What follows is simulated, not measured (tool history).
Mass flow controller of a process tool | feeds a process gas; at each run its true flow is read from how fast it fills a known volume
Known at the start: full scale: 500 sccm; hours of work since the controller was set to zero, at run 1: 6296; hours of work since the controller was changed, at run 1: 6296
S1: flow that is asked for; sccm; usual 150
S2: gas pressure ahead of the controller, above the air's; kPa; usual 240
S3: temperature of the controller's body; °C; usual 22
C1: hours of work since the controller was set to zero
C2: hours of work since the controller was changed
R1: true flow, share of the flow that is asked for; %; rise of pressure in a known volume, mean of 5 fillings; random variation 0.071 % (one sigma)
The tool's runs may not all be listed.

run 1 hour=0 | S1=150 S2=240 S3=22 | C1=6296 C2=6296 | R1=99.82
run 2 hour=53.2 | S1=150 S2=240 S3=22 | C1=6331 C2=6331 | R1=99.79
-- hour=76.9 controller exchanged for a calibrated one
run 3 hour=151.7 | S1=150 S2=240 S3=22 | C1=50 C2=50 | R1=99.74
run 4 hour=213.6 | S1=150 S2=240 S3=22 | C1=91 C2=91 | R1=99.65
run 5 hour=307.2 | S1=150 S2=240 S3=22 | C1=153 C2=153 | R1=99.74
run 6 hour=401.2 | S1=150 S2=240 S3=22 | C1=216 C2=216 | R1=99.73
run 7 hour=460.7 | S1=274 S2=240 S3=22 | C1=256 C2=256 | R1=99.89
run 8 hour=503.8 | S1=150 S2=280 S3=22 | C1=284 C2=284 | R1=99.78
run 9 hour=554.6 | S1=121 S2=240 S3=22 | C1=318 C2=318 | R1=99.56
run 10 hour=611.6 | S1=121 S2=240 S3=22 | C1=356 C2=356 | R1=99.69
run 11 hour=705.6 | S1=150 S2=260 S3=22 | C1=419 C2=419 | R1=99.64
run 12 hour=760 | S1=150 S2=260 S3=22 | C1=455 C2=455 | R1=99.75
run 13 hour=833.6 | S1=150 S2=260 S3=22 | C1=504 C2=504 | R1=99.78
run 14 hour=889.4 | S1=150 S2=260 S3=22 | C1=541 C2=541 | R1=99.7
run 15 hour=960 | S1=150 S2=260 S3=22 | C1=588 C2=588 | R1=99.8
run 16 hour=1016.8 | S1=150 S2=240 S3=27 | C1=626 C2=626 | R1=99.34
run 17 hour=1064.7 | S1=150 S2=240 S3=22 | C1=658 C2=658 | R1=99.67
run 18 hour=1128.2 | S1=159 S2=240 S3=22 | C1=700 C2=700 | R1=99.72
run 19 hour=1224.2 | S1=159 S2=240 S3=22 | C1=764 C2=764 | R1=99.66
run 20 hour=1273.1 | S1=150 S2=249 S3=22 | C1=797 C2=797 | R1=99.75
run 21 hour=1331.9 | S1=150 S2=249 S3=22 | C1=836 C2=836 | R1=99.76
run 22 hour=1408.2 | S1=150 S2=249 S3=22 | C1=887 C2=887 | R1=99.52
run 23 hour=1501.9 | S1=150 S2=249 S3=22 | C1=949 C2=949 | R1=99.67
run 24 hour=1595.2 | S1=150 S2=249 S3=22 | C1=1011 C2=1011 | R1=99.63
run 25 hour=1683.5 | S1=80 S2=199 S3=30 | C1=1070 C2=1070 | R1=98.98
run 26 hour=1726.1 | S1=80 S2=199 S3=30 | C1=1098 C2=1098 | R1=98.93
run 27 hour=1771.1 | S1=150 S2=191 S3=28 | C1=1128 C2=1128 | R1=99.22
run 28 hour=1852.4 | S1=143 S2=191 S3=28 | C1=1182 C2=1182 | R1=99.14
run 29 hour=1896.4 | S1=296 S2=185 S3=28 | C1=1212 C2=1212 | R1=99.47
run 30 hour=1950.9 | S1=63 S2=242 S3=28 | C1=1248 C2=1248 | R1=99.24
run 31 hour=2026.2 | S1=340 S2=152 S3=22 | C1=1298 C2=1298 | R1=99.93
run 32 hour=2067 | S1=203 S2=217 S3=29 | C1=1325 C2=1325 | R1=99.32
run 33 hour=2111.6 | S1=202 S2=242 S3=32 | C1=1355 C2=1355 | R1=99.06
run 34 hour=2200.2 | S1=202 S2=242 S3=32 | C1=1414 C2=1414 | R1=99.1
run 35 hour=2273.1 | S1=363 S2=145 S3=27 | C1=1462 C2=1462 | R1=99.51
run 36 hour=2366.5 | S1=150 S2=248 S3=22 | C1=1525 C2=1525 | R1=99.82
run 37 hour=2437 | S1=100 S2=262 S3=30 | C1=1572 C2=1572 | R1=99.17
run 38 hour=2504.4 | S1=327 S2=279 S3=30 | C1=1616 C2=1616 | R1=99.45
run 39 hour=2558.7 | S1=327 S2=224 S3=30 | C1=1653 C2=1653 | R1=99.28
run 40 hour=2602.4 | S1=150 S2=249 S3=22 | C1=1682 C2=1682 | R1=99.81
run 41 hour=2677.3 | S1=150 S2=249 S3=22 | C1=1732 C2=1732 | R1=99.84
run 42 hour=2750.8 | S1=83 S2=242 S3=27 | C1=1781 C2=1781 | R1=99.16
run 43 hour=2798.1 | S1=83 S2=242 S3=27 | C1=1812 C2=1812 | R1=99.24
run 44 hour=2855.6 | S1=167 S2=240 S3=34 | C1=1850 C2=1850 | R1=98.91
run 45 hour=2900.9 | S1=80 S2=240 S3=24 | C1=1881 C2=1881 | R1=99.5
run 46 hour=2949.9 | S1=191 S2=226 S3=31 | C1=1913 C2=1913 | R1=99.24
run 47 hour=3012 | S1=191 S2=226 S3=31 | C1=1955 C2=1955 | R1=99.06
run 48 hour=3099 | S1=413 S2=226 S3=31 | C1=2012 C2=2012 | R1=99.53

Forecast each of these 3 alternatives for the next run:
run A hour=3157.4 | S1=186 S2=174 S3=22 | C1=2051 C2=2051 | R1=?
run B hour=3157.4 | S1=413 S2=226 S3=35 | C1=2051 C2=2051 | R1=?
run C hour=3157.4 | S1=65 S2=271 S3=31 | C1=2051 C2=2051 | R1=?

run=A R1=99.84
run=B R1=99.24
run=C R1=98.93
Without the tool's hidden state the same runs would have given:
run=A R1=99.83
run=B R1=99.24
run=C R1=98.91
